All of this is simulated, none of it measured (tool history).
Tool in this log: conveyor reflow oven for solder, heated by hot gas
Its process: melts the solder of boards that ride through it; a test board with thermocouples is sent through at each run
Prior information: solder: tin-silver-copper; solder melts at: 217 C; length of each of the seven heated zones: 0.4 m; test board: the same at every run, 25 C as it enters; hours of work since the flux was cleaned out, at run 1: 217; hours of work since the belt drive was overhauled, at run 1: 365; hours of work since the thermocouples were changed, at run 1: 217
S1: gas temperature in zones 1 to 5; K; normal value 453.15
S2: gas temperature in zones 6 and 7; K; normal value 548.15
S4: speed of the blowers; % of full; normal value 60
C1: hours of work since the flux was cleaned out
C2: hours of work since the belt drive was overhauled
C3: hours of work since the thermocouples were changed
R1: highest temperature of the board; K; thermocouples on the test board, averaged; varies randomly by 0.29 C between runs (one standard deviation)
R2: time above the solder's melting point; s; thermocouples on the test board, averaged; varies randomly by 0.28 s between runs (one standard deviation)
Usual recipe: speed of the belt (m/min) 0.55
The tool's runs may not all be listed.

Run 1, hour 0: usual settings; C1 217; C2 365; C3 217. Result: R1 532.05 K, R2 73.4 s.
Run 2, hour 22.2: usual settings but S1 465.15 K; C1 230; C2 378; C3 230. Result: R1 534.45 K, R2 80.5 s.
Run 3, hour 63.6: usual settings but S1 465.15 K; C1 255; C2 403; C3 255. Result: R1 534.45 K, R2 80.5 s.
Run 4, hour 85.2: usual settings; C1 268; C2 416; C3 268. Result: R1 531.75 K, R2 73.3 s.
Run 5, hour 115.6: usual settings; C1 286; C2 434; C3 286. Result: R1 532.15 K, R2 73.2 s.
Run 6, hour 148: usual settings; C1 306; C2 453; C3 306. Result: R1 532.05 K, R2 73.1 s.
Run 7, hour 180.4: usual settings; C1 325; C2 473; C3 325. Result: R1 531.95 K, R2 73.2 s.
Run 8, hour 207.2: usual settings but S2 560.15 K; C1 341; C2 489; C3 341. Result: R1 543.05 K, R2 79.9 s.
Run 9, hour 244.9: usual settings but S2 560.15 K; C1 364; C2 512; C3 364. Result: R1 542.85 K, R2 80.2 s.

The next listed run, before its measurement:
Run 10, hour 278.4: usual settings but S2 542.15 K, speed of the belt (m/min) 0.645, S4 80 % of full; C1 384; C2 532; C3 384. Result: R1 ?, R2 ?.

R1: 524.55 K
R2: 56.3 s
If the tool had no hidden condition, the same run with the same run-to-run variation would have returned R1 525.05 K, R2 56.5 s.
